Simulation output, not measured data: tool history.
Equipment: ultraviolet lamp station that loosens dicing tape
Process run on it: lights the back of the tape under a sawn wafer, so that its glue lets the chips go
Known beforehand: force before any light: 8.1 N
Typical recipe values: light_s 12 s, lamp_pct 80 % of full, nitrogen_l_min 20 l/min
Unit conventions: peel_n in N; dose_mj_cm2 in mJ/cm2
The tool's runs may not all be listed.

run	hour	light_s	lamp_pct	nitrogen_l_min	peel_n	dose_mj_cm2
1	0	12	80	20	0.818	198
2	11.7	12	80	20	0.836	195
3	23.8	12	80	20	0.84	197
4	36.4	12	80	20	0.837	193
5	44.7	12	80	20	0.879	196
6	54.9	12	80	20	0.864	194
7	65.1	12	80	20	0.877	195
8	72.5	12	80	20	0.82	194
9	86.7	11	80	20	1.017	180
# hour 91: window cleaned of glue's vapour
10	99.1	11	80	20	1.072	169
11	114	11	80	20	1.09	173
12	125.5	8	80	20	1.861	127
13	134	8	80	20	1.855	122
# hour 137.9: window cleaned of glue's vapour, once more
14	141.8	20	75	20	0.284	311
15	148.7	13	96	32	0.29	261
16	159	12	92	12	0.907	226
17	170.6	12	92	16	0.715	231
18	181.2	12	92	16	0.737	227
19	194.4	21	80	8	0.571	339
20	203.1	8	82	18	1.763	131
21	217.4	8	82	37	1.081	136
22	227.6	8	82	37	1.102	134

Run 23 has not been measured yet. What should we expect?
23	235.1	8	80	10	?	?

{"run 23": {"peel_n": 2.443, "dose_mj_cm2": 132}}
The same run, on a tool lacking any hidden state, would have yielded peel_n 2.199 N, dose_mj_cm2 144 mJ/cm2.
